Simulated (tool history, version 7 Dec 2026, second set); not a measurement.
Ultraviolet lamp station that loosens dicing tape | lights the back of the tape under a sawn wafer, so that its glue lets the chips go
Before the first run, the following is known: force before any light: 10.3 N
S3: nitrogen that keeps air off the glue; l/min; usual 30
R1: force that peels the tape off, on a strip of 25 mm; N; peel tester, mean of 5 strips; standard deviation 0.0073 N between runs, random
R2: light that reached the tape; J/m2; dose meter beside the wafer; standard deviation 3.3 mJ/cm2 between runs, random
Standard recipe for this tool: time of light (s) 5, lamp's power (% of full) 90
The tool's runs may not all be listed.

Run 1, day 0.000: usual settings. Result: R1 0.523 N, R2 3430 J/m2.
Run 2, day 0.967: usual settings. Result: R1 0.538 N, R2 3410 J/m2.
Run 3, day 2.788: usual settings but S3 50 l/min. Result: R1 0.418 N, R2 3380 J/m2.
Run 4, day 3.800: usual settings but S3 50 l/min. Result: R1 0.450 N, R2 3280 J/m2.
Run 5, day 5.167: usual settings but S3 50 l/min. Result: R1 0.480 N, R2 3220 J/m2.
Run 6, day 7.292: usual settings but S3 17 l/min. Result: R1 0.952 N, R2 3120 J/m2.
Run 7, day 8.183: usual settings but S3 17 l/min. Result: R1 0.947 N, R2 3140 J/m2.
Run 8, day 10.267: usual settings but S3 17 l/min. Result: R1 0.994 N, R2 2980 J/m2.
Run 9, day 12.038: usual settings but S3 17 l/min. Result: R1 1.076 N, R2 2940 J/m2.
Run 10, day 13.138: usual settings but S3 17 l/min. Result: R1 1.140 N, R2 2880 J/m2.
Run 11, day 14.308: usual settings but S3 17 l/min. Result: R1 1.130 N, R2 2850 J/m2.
Run 12, day 16.467: usual settings but S3 17 l/min. Result: R1 1.181 N, R2 2760 J/m2.
Run 13, day 17.792: usual settings. Result: R1 0.866 N, R2 2620 J/m2.
At day 17.962: window cleaned of glue's vapour.
Run 14, day 18.850: usual settings. Result: R1 0.993 N, R2 2560 J/m2.
Run 15, day 19.883: usual settings. Result: R1 1.067 N, R2 2490 J/m2.
Run 16, day 21.221: usual settings but lamp's power (% of full) 74. Result: R1 1.502 N, R2 2040 J/m2.
Run 17, day 22.392: usual settings but lamp's power (% of full) 74. Result: R1 1.589 N, R2 1980 J/m2.
Run 18, day 23.492: usual settings but time of light (s) 2, lamp's power (% of full) 74. Result: R1 4.765 N, R2 770 J/m2.
Run 19, day 24.633: usual settings but time of light (s) 2, lamp's power (% of full) 74. Result: R1 4.920 N, R2 760 J/m2.
At day 24.779: window cleaned of glue's vapour, once more.
At day 24.971: lamp changed.
Run 20, day 26.038: usual settings but time of light (s) 2, lamp's power (% of full) 74. Result: R1 2.045 N, R2 1740 J/m2.
Run 21, day 27.583: usual settings but S3 11 l/min. Result: R1 0.483 N, R2 5080 J/m2.
Run 22, day 29.192: usual settings but S3 40 l/min. Result: R1 0.262 N, R2 5000 J/m2.
Run 23, day 30.271: usual settings but time of light (s) 3, lamp's power (% of full) 79, S3 11 l/min. Result: R1 1.711 N, R2 2590 J/m2.
Run 24, day 31.971: usual settings but time of light (s) 9, lamp's power (% of full) 68, S3 11 l/min. Result: R1 0.304 N, R2 6580 J/m2.
Run 25, day 33.838: usual settings but time of light (s) 3, S3 28 l/min. Result: R1 0.820 N, R2 2860 J/m2.
Run 26, day 35.446: usual settings but time of light (s) 3, S3 28 l/min. Result: R1 0.840 N, R2 2790 J/m2.
Run 27, day 36.479: usual settings but time of light (s) 3, lamp's power (% of full) 91, S3 22 l/min. Result: R1 1.008 N, R2 2800 J/m2.
Run 28, day 37.729: usual settings but time of light (s) 8, lamp's power (% of full) 97, S3 13 l/min. Result: R1 0.235 N, R2 7880 J/m2.
Run 29, day 39.762: usual settings but lamp's power (% of full) 91, S3 55 l/min. Result: R1 0.261 N, R2 4450 J/m2.
Run 30, day 40.767: usual settings but time of light (s) 6, lamp's power (% of full) 95, S3 57 l/min. Result: R1 0.233 N, R2 5600 J/m2.
Run 31, day 42.425: usual settings but time of light (s) 7, lamp's power (% of full) 64, S3 21 l/min. Result: R1 0.427 N, R2 4330 J/m2.
Run 32, day 43.796: usual settings but S3 39 l/min. Result: R1 0.317 N, R2 4230 J/m2.
Run 33, day 45.071: usual settings but time of light (s) 4, S3 21 l/min. Result: R1 0.709 N, R2 3350 J/m2.
Run 34, day 46.942: usual settings but time of light (s) 4, S3 21 l/min. Result: R1 0.735 N, R2 3260 J/m2.
Run 35, day 48.175: usual settings but time of light (s) 4, lamp's power (% of full) 96, S3 39 l/min. Result: R1 0.462 N, R2 3450 J/m2.
Run 36, day 49.917: usual settings but time of light (s) 4. Result: R1 0.633 N, R2 3110 J/m2.
Run 37, day 51.612: usual settings but time of light (s) 4. Result: R1 0.663 N, R2 3100 J/m2.
Run 38, day 53.771: usual settings but time of light (s) 10, lamp's power (% of full) 78, S3 14 l/min. Result: R1 0.289 N, R2 6560 J/m2.
Run 39, day 55.892: usual settings but time of light (s) 2, lamp's power (% of full) 78, S3 29 l/min. Result: R1 3.058 N, R2 1270 J/m2.
Run 40, day 56.971: usual settings but time of light (s) 2, lamp's power (% of full) 78, S3 29 l/min. Result: R1 3.085 N, R2 1230 J/m2.
Run 41, day 58.808: usual settings but time of light (s) 2, lamp's power (% of full) 78, S3 29 l/min. Result: R1 3.257 N, R2 1210 J/m2.
Run 42, day 59.758: usual settings but time of light (s) 9, S3 33 l/min. Result: R1 0.236 N, R2 6350 J/m2.
Run 43, day 61.596: usual settings but time of light (s) 9, S3 33 l/min. Result: R1 0.228 N, R2 6120 J/m2.
Run 44, day 62.767: usual settings but time of light (s) 3, S3 22 l/min. Result: R1 1.869 N, R2 2020 J/m2.

3 ways to go on from here, each from the tool as it stands after run 44. What would each give?
Run A, day 63.988: usual settings but time of light (s) 2, lamp's power (% of full) 97, S3 46 l/min. Result: R1 ?, R2 ?.
Run B, day 63.988: usual settings but time of light (s) 3, lamp's power (% of full) 96, S3 29 l/min. Result: R1 ?, R2 ?.
Run C, day 63.988: usual settings but time of light (s) 3, lamp's power (% of full) 63, S3 26 l/min. Result: R1 ?, R2 ?.

run     R1    R2
  A  2.268  1430
  B  1.446  2100
  C  2.854  1380
What these runs would have given with no unlogged condition in the tool:
run     R1    R2
  A  0.968  2320
  B  0.544  3440
  C  1.354  2250
